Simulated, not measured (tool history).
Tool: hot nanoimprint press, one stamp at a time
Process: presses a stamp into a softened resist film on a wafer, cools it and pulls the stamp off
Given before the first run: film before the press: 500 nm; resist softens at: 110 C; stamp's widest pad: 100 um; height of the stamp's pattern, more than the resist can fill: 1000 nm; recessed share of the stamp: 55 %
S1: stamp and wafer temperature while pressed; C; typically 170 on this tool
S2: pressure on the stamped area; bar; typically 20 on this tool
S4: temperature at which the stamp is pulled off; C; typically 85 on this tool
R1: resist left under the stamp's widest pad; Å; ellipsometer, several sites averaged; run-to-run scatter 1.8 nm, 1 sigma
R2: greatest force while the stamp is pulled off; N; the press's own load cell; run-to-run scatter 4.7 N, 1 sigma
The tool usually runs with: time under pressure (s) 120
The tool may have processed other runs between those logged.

Run 1, hour 0: usual settings. Result: R1 3070 Å, R2 250 N.
Run 2, hour 6.7: usual settings. Result: R1 3087 Å, R2 251 N.
Run 3, hour 15.7: usual settings. Result: R1 3066 Å, R2 251 N.
Run 4, hour 23.4: usual settings. Result: R1 3063 Å, R2 270 N.
Run 5, hour 27.9: usual settings but S1 173 C. Result: R1 2622 Å, R2 243 N.
Run 6, hour 34.2: usual settings but S1 173 C. Result: R1 2635 Å, R2 267 N.
Run 7, hour 38.9: usual settings but S1 173 C, time under pressure (s) 98. Result: R1 2818 Å, R2 265 N.
Run 8, hour 48.4: usual settings. Result: R1 3065 Å, R2 268 N.
Run 9, hour 56.6: usual settings but S4 87 C. Result: R1 3098 Å, R2 268 N.
Run 10, hour 62.5: usual settings but S4 87 C. Result: R1 3085 Å, R2 271 N.
Run 11, hour 75.1: usual settings but S4 87 C. Result: R1 3100 Å, R2 265 N.
Run 12, hour 83.6: usual settings but S4 87 C. Result: R1 3134 Å, R2 275 N.
Run 13, hour 88.7: usual settings but time under pressure (s) 210. Result: R1 2614 Å, R2 277 N.
Run 14, hour 98.4: usual settings but S2 12.5 bar. Result: R1 3622 Å, R2 291 N.
Run 15, hour 103: usual settings but S2 12.5 bar. Result: R1 3611 Å, R2 285 N.
Run 16, hour 110.4: usual settings but S4 92 C. Result: R1 2924 Å, R2 276 N.
Run 17, hour 116.7: usual settings but S1 176 C, S2 22.4 bar, time under pressure (s) 141, S4 87 C. Result: R1 1875 Å, R2 274 N.
Run 18, hour 124: usual settings but S1 177 C, S2 21.8 bar, time under pressure (s) 118. Result: R1 1926 Å, R2 286 N.
Run 19, hour 131.6: usual settings but S1 171 C, S2 20.5 bar, S4 70 C. Result: R1 2738 Å, R2 307 N.
Run 20, hour 141.5: usual settings but S1 171 C, S2 20.5 bar, S4 70 C. Result: R1 2758 Å, R2 321 N.
Run 21, hour 148: usual settings but S1 171 C, S2 20.5 bar, S4 70 C. Result: R1 2723 Å, R2 315 N.
Run 22, hour 156.4: usual settings but S1 168 C, time under pressure (s) 65. Result: R1 3749 Å, R2 296 N.
Run 23, hour 164.2: usual settings but S1 169 C, time under pressure (s) 61, S4 88 C. Result: R1 3660 Å, R2 297 N.
Run 24, hour 170.5: usual settings but S2 21.4 bar, time under pressure (s) 189. Result: R1 2444 Å, R2 305 N.
Run 25, hour 178.8: usual settings but S2 21.4 bar, time under pressure (s) 189. Result: R1 2444 Å, R2 308 N.
Run 26, hour 188: usual settings but S2 21.4 bar, time under pressure (s) 189. Result: R1 2456 Å, R2 308 N.
Run 27, hour 192: usual settings but S2 21.4 bar, time under pressure (s) 189. Result: R1 2446 Å, R2 307 N.
Run 28, hour 199.7: usual settings but S1 160 C, S2 24.6 bar, time under pressure (s) 162, S4 86 C. Result: R1 3978 Å, R2 316 N.
Run 29, hour 207.1: usual settings but S1 160 C, S2 24.6 bar, time under pressure (s) 162, S4 86 C. Result: R1 3966 Å, R2 312 N.
Run 30, hour 217.1: usual settings but S1 163 C, S2 24.4 bar, time under pressure (s) 103, S4 90 C. Result: R1 3905 Å, R2 316 N.

Taken out of this log: 2 entries between the listed runs. Where each belongs, and how the hidden state differs across it:
Runs 10 to 11: plate thermocouple calibrated (hour 66.2)
  true temperature over the reading, C: -1.43 -> -1.6; pressure that arrives at the usual setting, %: 98.57 -> 98.53; grip of the stamp's worn release coat, % over a new coat's: 16.8 -> 18.2
  measured value less the no-hidden-state value, R1: +227 -> +252 Å; R2: +41 -> +43 N
Runs 15 to 16: plate thermocouple calibrated, once more (hour 110.4)
  true temperature over the reading, C: -1.64 -> -0.21; pressure that arrives at the usual setting, %: 98.42 -> 98.41; grip of the stamp's worn release coat, % over a new coat's: 22.3 -> 23
  measured value less the no-hidden-state value, R1: +238 -> +49 Å; R2: +54 -> +52 N
